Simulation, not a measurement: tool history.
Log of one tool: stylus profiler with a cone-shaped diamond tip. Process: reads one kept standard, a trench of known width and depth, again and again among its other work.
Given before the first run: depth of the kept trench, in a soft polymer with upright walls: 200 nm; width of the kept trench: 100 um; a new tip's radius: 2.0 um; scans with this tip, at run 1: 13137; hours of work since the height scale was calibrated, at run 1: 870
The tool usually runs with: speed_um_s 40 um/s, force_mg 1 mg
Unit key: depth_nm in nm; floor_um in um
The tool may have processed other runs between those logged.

run    hour  speed_um_s  force_mg  scans with this tip  hours of work since the height scale was calibrated  depth_nm  floor_um
  1       0          40         1                13137                                                  870    199.82     97.35
  2    92.6          40         1                13518                                                  942    200.03     97.36
  3   142.1          40         1                13722                                                  981    199.86     97.36
  4   217.7          40         1                14033                                                 1040    199.81     97.32
  5   282.3          40      2.51                14299                                                 1091    200.76     97.37
  6   345.1          40      2.51                14557                                                 1140    200.22     97.38
  7   411.8          40      2.51                14831                                                 1192    200.33     97.38
  8   472.4          40      2.51                15081                                                 1240    199.91     97.35
  9   554.3          40      2.51                15418                                                 1304    200.28     97.36
 10   631.6          40      2.51                15736                                                 1365     200.3     97.29
 11   701.4          40      1.92                16023                                                 1419    199.87     97.27
 12   776.3          40      1.92                16331                                                 1478    199.57     97.24
 13     839          40      1.92                16589                                                 1527    199.73     97.33
      891.3  -- height scale calibrated on a step standard
 14   909.7         140         1                16878                                                   14    200.91     96.83
 15   961.8         140         1                17092                                                   55    200.73     96.77
 16  1020.8         140         1                17335                                                  101    200.63     96.74
 17  1067.4         140      2.51                17527                                                  138     201.6        97
 18  1117.8         140      2.51                17734                                                  177    201.35     96.96
 19  1185.4         140      2.51                18012                                                  230    201.13     96.98
 20  1278.7          22      2.51                18396                                                  304    201.34     97.26
 21  1328.6          22      2.51                18601                                                  343    201.17      97.3
 22  1378.8          17         1                18807                                                  382    200.48     97.23
 23  1421.6          17         1                18984                                                  416    200.38     97.19
 24  1490.8          34      0.67                19268                                                  470    200.25     97.12
 25  1545.1          34      0.67                19492                                                  512    200.32     97.12
 26  1634.9          34      0.67                19861                                                  583    200.09     97.07
 27  1700.5          34      0.67                20131                                                  634    200.13     97.08
 28  1765.6          34      0.67                20399                                                  685    199.99     97.08
 29  1857.3          50         1                20776                                                  757    200.07     96.98
 30  1912.5          10      0.61                21003                                                  800    199.91     97.14
 31  2010.5          25      0.89                21406                                                  877    199.98      97.1
 32  2059.6          81      0.89                21608                                                  916    199.93      96.8
 33  2154.6          81      0.89                21999                                                  990    199.83     96.78
 34  2247.1          94       1.4                22380                                                 1063    200.11     96.79
 35  2303.2          40      1.45                22610                                                 1107    199.83     96.92
 36  2360.1         100         1                22845                                                 1151    199.72     96.74
 37  2437.6          40      0.52                23163                                                 1212    199.45     96.92
 38    2516          13      2.95                23486                                                 1273     200.4     97.09
 39  2585.1         103       1.5                23770                                                 1327    199.79      96.7
 40    2641          12      0.68                24000                                                 1371    199.46     97.01
 41    2713          45      1.86                24297                                                 1428    199.76     96.88
 42  2770.1          25      1.86                24531                                                 1472    199.97     96.95
 43  2821.6          25      1.86                24743                                                 1513    199.89     96.92
 44  2864.6          12      0.58                24920                                                 1547     199.2        97
     2891.2  -- height scale calibrated on a step standard
 45    2920          41      0.52                25146                                                   23    200.55      96.8

Alternative continuations, all from the tool just after run 45; predict every row:
  A  3015.3          14      0.52                25538                                                   97         ?         ?
  B  3015.3          40      0.52                25538                                                   97         ?         ?
  C  3015.3          46         1                25538                                                   97         ?         ?
  D  3015.3          46      0.66                25538                                                   97         ?         ?
  E  3015.3          13      0.95                25538                                                   97         ?         ?

run  depth_nm  floor_um
  A    200.43     96.93
  B    200.44     96.75
  C     200.6     96.82
  D    200.54     96.76
  E    200.56     96.92
The same runs, with their run-to-run variation unchanged, on a tool lacking any hidden condition would have given:
run  depth_nm  floor_um
  A    200.54     98.18
  B    200.56        98
  C    200.72     98.07
  D    200.66     98.01
  E    200.68     98.17

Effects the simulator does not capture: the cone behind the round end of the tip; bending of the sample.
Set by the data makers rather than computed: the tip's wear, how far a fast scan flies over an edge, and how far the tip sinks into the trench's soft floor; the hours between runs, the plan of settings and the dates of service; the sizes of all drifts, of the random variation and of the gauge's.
